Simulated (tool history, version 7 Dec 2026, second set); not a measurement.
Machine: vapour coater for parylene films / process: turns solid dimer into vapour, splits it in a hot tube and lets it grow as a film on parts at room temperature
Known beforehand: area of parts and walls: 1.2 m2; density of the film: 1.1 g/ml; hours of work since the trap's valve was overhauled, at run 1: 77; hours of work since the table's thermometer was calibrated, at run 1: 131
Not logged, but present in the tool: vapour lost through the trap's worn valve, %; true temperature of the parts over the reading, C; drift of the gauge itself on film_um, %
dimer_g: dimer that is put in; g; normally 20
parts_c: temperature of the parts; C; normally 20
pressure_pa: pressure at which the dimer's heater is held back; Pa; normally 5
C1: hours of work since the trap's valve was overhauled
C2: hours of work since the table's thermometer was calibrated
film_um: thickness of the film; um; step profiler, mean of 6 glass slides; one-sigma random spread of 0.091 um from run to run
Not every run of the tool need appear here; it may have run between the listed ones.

{"run": 1, "hour": 0.0, "dimer_g": 20, "parts_c": 20, "pressure_pa": 5, "C1": 77, "C2": 131, "film_um": 10.59}
{"run": 2, "hour": 25.4, "dimer_g": 20, "parts_c": 20, "pressure_pa": 8.23, "C1": 92, "C2": 145, "film_um": 10.2}
{"run": 3, "hour": 58.9, "dimer_g": 20, "parts_c": 20, "pressure_pa": 5, "C1": 111, "C2": 164, "film_um": 10.4}
{"run": 4, "hour": 98.3, "dimer_g": 20, "parts_c": 20, "pressure_pa": 5, "C1": 133, "C2": 187, "film_um": 10.28}
{"run": 5, "hour": 129.6, "dimer_g": 34, "parts_c": 20, "pressure_pa": 5, "C1": 151, "C2": 205, "film_um": 17.84}
{"run": 6, "hour": 152.3, "dimer_g": 34, "parts_c": 20, "pressure_pa": 5, "C1": 164, "C2": 217, "film_um": 17.46}
{"hour": 156.4, "done": "table's thermometer calibrated"}
{"run": 7, "hour": 180.0, "dimer_g": 34, "parts_c": 20, "pressure_pa": 5, "C1": 179, "C2": 13, "film_um": 17.18}
{"run": 8, "hour": 204.7, "dimer_g": 34, "parts_c": 17, "pressure_pa": 5, "C1": 193, "C2": 27, "film_um": 17.9}
{"run": 9, "hour": 232.5, "dimer_g": 34, "parts_c": 17, "pressure_pa": 5, "C1": 209, "C2": 43, "film_um": 17.63}

Run 10, settings as shown, results not yet in. Your forecast:
{"hour": 248.0, "done": "trap's valve overhauled"}
{"run": 10, "hour": 258.4, "dimer_g": 34, "parts_c": 24, "pressure_pa": 5, "C1": 6, "C2": 56, "film_um": "?"}

film_um: 17.69 um
If the tool had no hidden condition, the same run with the same run-to-run variation would have returned film_um 17.85 um.
